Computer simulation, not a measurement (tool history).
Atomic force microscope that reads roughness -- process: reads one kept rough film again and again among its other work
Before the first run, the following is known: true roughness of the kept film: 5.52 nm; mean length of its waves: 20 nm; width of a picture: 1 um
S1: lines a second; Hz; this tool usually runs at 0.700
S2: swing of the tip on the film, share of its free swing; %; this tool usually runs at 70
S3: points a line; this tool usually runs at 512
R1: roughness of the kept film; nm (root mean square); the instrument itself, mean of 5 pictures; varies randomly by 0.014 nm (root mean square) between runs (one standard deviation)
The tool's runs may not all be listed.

{"run": 1, "hour": 0.0, "S1": 0.7, "S2": 70, "S3": 512, "R1": 2.071}
{"run": 2, "hour": 20.3, "S1": 0.7, "S2": 70, "S3": 512, "R1": 1.945}
{"run": 3, "hour": 37.6, "S1": 0.7, "S2": 70, "S3": 512, "R1": 1.865}
{"run": 4, "hour": 59.0, "S1": 0.7, "S2": 70, "S3": 512, "R1": 1.788}
{"run": 5, "hour": 86.9, "S1": 0.7, "S2": 70, "S3": 512, "R1": 1.669}
{"hour": 104.2, "done": "new tip fitted"}
{"run": 6, "hour": 104.2, "S1": 0.7, "S2": 70, "S3": 512, "R1": 3.444}
{"run": 7, "hour": 124.9, "S1": 0.7, "S2": 70, "S3": 512, "R1": 3.186}
{"run": 8, "hour": 143.1, "S1": 0.7, "S2": 70, "S3": 512, "R1": 2.993}
{"run": 9, "hour": 167.4, "S1": 0.7, "S2": 70, "S3": 512, "R1": 2.747}
{"run": 10, "hour": 182.8, "S1": 0.7, "S2": 70, "S3": 512, "R1": 2.617}
{"run": 11, "hour": 201.3, "S1": 0.7, "S2": 66, "S3": 512, "R1": 2.508}
{"run": 12, "hour": 219.2, "S1": 0.7, "S2": 66, "S3": 512, "R1": 2.373}
{"run": 13, "hour": 247.6, "S1": 1.117, "S2": 66, "S3": 512, "R1": 2.167}
{"run": 14, "hour": 261.6, "S1": 0.7, "S2": 70, "S3": 512, "R1": 2.093}
{"run": 15, "hour": 284.0, "S1": 0.7, "S2": 70, "S3": 512, "R1": 2.015}
{"run": 16, "hour": 298.2, "S1": 0.7, "S2": 68, "S3": 428, "R1": 1.911}
{"run": 17, "hour": 327.8, "S1": 0.7, "S2": 68, "S3": 428, "R1": 1.802}
{"run": 18, "hour": 358.6, "S1": 0.7, "S2": 68, "S3": 428, "R1": 1.692}
{"hour": 377.9, "done": "new tip fitted"}
{"run": 19, "hour": 378.0, "S1": 1.019, "S2": 89, "S3": 439, "R1": 3.14}
{"run": 20, "hour": 401.2, "S1": 1.019, "S2": 89, "S3": 439, "R1": 2.846}
{"run": 21, "hour": 427.0, "S1": 1.019, "S2": 89, "S3": 439, "R1": 2.626}
{"run": 22, "hour": 452.5, "S1": 1.165, "S2": 58, "S3": 370, "R1": 2.59}

Predict the results of run 23:
{"run": 23, "hour": 476.1, "S1": 1.165, "S2": 58, "S3": 370, "R1": "?"}

Logged for run 23: R1 2.433 nm (root mean square).
If the tool had no hidden condition, the same run with the same run-to-run variation would have returned R1 3.460 nm (root mean square).

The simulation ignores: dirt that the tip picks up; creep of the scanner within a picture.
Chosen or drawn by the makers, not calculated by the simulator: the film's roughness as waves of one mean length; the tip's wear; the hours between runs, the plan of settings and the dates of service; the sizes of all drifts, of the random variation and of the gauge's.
